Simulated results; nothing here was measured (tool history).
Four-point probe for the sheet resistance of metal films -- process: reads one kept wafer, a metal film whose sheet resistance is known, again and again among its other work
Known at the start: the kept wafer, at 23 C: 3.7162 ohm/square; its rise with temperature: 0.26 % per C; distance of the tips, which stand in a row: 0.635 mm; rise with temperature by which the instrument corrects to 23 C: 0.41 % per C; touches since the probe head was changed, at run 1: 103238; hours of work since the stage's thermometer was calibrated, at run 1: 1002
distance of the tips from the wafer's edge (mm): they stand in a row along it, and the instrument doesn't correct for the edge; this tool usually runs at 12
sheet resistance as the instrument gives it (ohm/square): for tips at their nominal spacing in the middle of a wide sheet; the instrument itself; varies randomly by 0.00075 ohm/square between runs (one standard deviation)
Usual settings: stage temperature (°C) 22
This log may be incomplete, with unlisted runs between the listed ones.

run	hour	stage temperature (°C)	distance of the tips from the wafer's edge (mm)	touches since the probe head was changed	hours of work since the stage's thermometer was calibrated	sheet resistance as the instrument gives it (ohm/square)
1	0	22	12	103238	1002	3.710254
2	23.5	22	28	104387	1017	3.704731
3	43	22	28	105338	1029	3.705403
4	63.7	22	28	106352	1042	3.703756
5	105	22	4	108367	1068	3.751169
# hour 131.3: new probe head fitted
6	135.1	22	4	186	1086	3.750401
7	153.8	22	4	1098	1098	3.751583
8	192	22	4	2965	1122	3.751843
9	224.3	22	4	4543	1142	3.748619
10	253.3	34	12	5962	1161	3.640646
11	294.8	34	12	7987	1187	3.640264
12	317.9	25	12	9114	1201	3.687906
13	360.3	25	12	11186	1228	3.685917

Expected results for the next run?
14	380	27	44	12147	1240	?

sheet resistance as the instrument gives it (ohm/square): 3.671345
Without the tool's hidden state the same run would have given sheet resistance as the instrument gives it (ohm/square) 3.694889.

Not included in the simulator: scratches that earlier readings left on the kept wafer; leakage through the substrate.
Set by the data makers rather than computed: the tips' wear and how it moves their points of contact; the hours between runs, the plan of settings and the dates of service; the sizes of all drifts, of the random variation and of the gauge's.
